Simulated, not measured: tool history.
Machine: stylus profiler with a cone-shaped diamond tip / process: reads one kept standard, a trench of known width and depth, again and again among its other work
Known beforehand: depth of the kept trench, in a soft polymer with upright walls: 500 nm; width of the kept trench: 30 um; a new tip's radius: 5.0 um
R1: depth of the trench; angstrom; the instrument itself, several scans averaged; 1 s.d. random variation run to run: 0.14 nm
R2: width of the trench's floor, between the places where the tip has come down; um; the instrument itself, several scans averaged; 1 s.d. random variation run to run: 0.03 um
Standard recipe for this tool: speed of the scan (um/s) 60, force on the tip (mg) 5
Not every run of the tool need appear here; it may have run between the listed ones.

{"run": 1, "hour": 0.0, "speed of the scan (um/s)": 60, "force on the tip (mg)": 5, "R1": 5121.3, "R2": 24.24}
{"run": 2, "hour": 61.6, "speed of the scan (um/s)": 60, "force on the tip (mg)": 5, "R1": 5123.2, "R2": 24.22}
{"run": 3, "hour": 164.4, "speed of the scan (um/s)": 60, "force on the tip (mg)": 5, "R1": 5121.9, "R2": 24.12}
{"run": 4, "hour": 223.2, "speed of the scan (um/s)": 60, "force on the tip (mg)": 5, "R1": 5122.4, "R2": 24.06}
{"run": 5, "hour": 342.3, "speed of the scan (um/s)": 60, "force on the tip (mg)": 5, "R1": 5120.9, "R2": 24.03}
{"run": 6, "hour": 430.9, "speed of the scan (um/s)": 60, "force on the tip (mg)": 5, "R1": 5123.2, "R2": 23.95}
{"run": 7, "hour": 506.2, "speed of the scan (um/s)": 60, "force on the tip (mg)": 5, "R1": 5118.1, "R2": 23.92}
{"run": 8, "hour": 609.5, "speed of the scan (um/s)": 60, "force on the tip (mg)": 5, "R1": 5118.1, "R2": 23.9}
{"run": 9, "hour": 727.4, "speed of the scan (um/s)": 60, "force on the tip (mg)": 5, "R1": 5118.8, "R2": 23.77}
{"run": 10, "hour": 790.3, "speed of the scan (um/s)": 60, "force on the tip (mg)": 5, "R1": 5116.5, "R2": 23.7}
{"run": 11, "hour": 859.3, "speed of the scan (um/s)": 40, "force on the tip (mg)": 5, "R1": 5116.7, "R2": 23.73}
{"run": 12, "hour": 937.1, "speed of the scan (um/s)": 139, "force on the tip (mg)": 5, "R1": 5117.6, "R2": 23.62}
{"run": 13, "hour": 1025.2, "speed of the scan (um/s)": 139, "force on the tip (mg)": 5, "R1": 5116.9, "R2": 23.5}
{"run": 14, "hour": 1109.6, "speed of the scan (um/s)": 24, "force on the tip (mg)": 5, "R1": 5118, "R2": 23.6}
{"run": 15, "hour": 1161.7, "speed of the scan (um/s)": 34, "force on the tip (mg)": 5, "R1": 5115.6, "R2": 23.57}
{"run": 16, "hour": 1252.7, "speed of the scan (um/s)": 60, "force on the tip (mg)": 14.65, "R1": 5261.8, "R2": 23.56}
{"run": 17, "hour": 1339.1, "speed of the scan (um/s)": 109, "force on the tip (mg)": 4.26, "R1": 5098.7, "R2": 23.38}
{"run": 18, "hour": 1458.5, "speed of the scan (um/s)": 209, "force on the tip (mg)": 1.77, "R1": 5045.3, "R2": 23.08}
{"hour": 1464.6, "done": "height scale calibrated on a step standard"}
{"run": 19, "hour": 1551.1, "speed of the scan (um/s)": 96, "force on the tip (mg)": 5.64, "R1": 5116.3, "R2": 23.27}
{"run": 20, "hour": 1646.4, "speed of the scan (um/s)": 196, "force on the tip (mg)": 5, "R1": 5101.7, "R2": 23.15}
{"hour": 1703.3, "done": "height scale calibrated on a step standard, once more"}
{"run": 21, "hour": 1718.8, "speed of the scan (um/s)": 34, "force on the tip (mg)": 5.7, "R1": 5151.3, "R2": 23.3}
{"run": 22, "hour": 1837.8, "speed of the scan (um/s)": 177, "force on the tip (mg)": 4.96, "R1": 5134.9, "R2": 23.07}
{"run": 23, "hour": 1916.4, "speed of the scan (um/s)": 26, "force on the tip (mg)": 4.96, "R1": 5134.3, "R2": 23.22}
{"run": 24, "hour": 1966.9, "speed of the scan (um/s)": 23, "force on the tip (mg)": 4.09, "R1": 5116.8, "R2": 23.22}
{"run": 25, "hour": 2038.8, "speed of the scan (um/s)": 68, "force on the tip (mg)": 2.09, "R1": 5071.6, "R2": 23.08}
{"run": 26, "hour": 2133.0, "speed of the scan (um/s)": 170, "force on the tip (mg)": 2.64, "R1": 5085, "R2": 22.84}
{"run": 27, "hour": 2181.5, "speed of the scan (um/s)": 24, "force on the tip (mg)": 5.34, "R1": 5140.2, "R2": 23.13}

4 ways to go on from here, each from the tool as it stands after run 27. What would each give?
{"run": "A", "hour": 2260.7, "speed of the scan (um/s)": 143, "force on the tip (mg)": 2.25, "R1": "?", "R2": "?"}
{"run": "B", "hour": 2260.7, "speed of the scan (um/s)": 24, "force on the tip (mg)": 13.53, "R1": "?", "R2": "?"}
{"run": "C", "hour": 2260.7, "speed of the scan (um/s)": 35, "force on the tip (mg)": 5.34, "R1": "?", "R2": "?"}
{"run": "D", "hour": 2260.7, "speed of the scan (um/s)": 210, "force on the tip (mg)": 4.14, "R1": "?", "R2": "?"}

run=A R1=5076.5 R2=22.83
run=B R1=5265.5 R2=23.01
run=C R1=5138.7 R2=23.04
run=D R1=5120.3 R2=22.8
Stripped of hidden state, with their random variation kept, the same runs would have yielded:
run=A R1=5081.8 R2=25.38
run=B R1=5271 R2=25.56
run=C R1=5144.1 R2=25.59
run=D R1=5125.7 R2=25.35
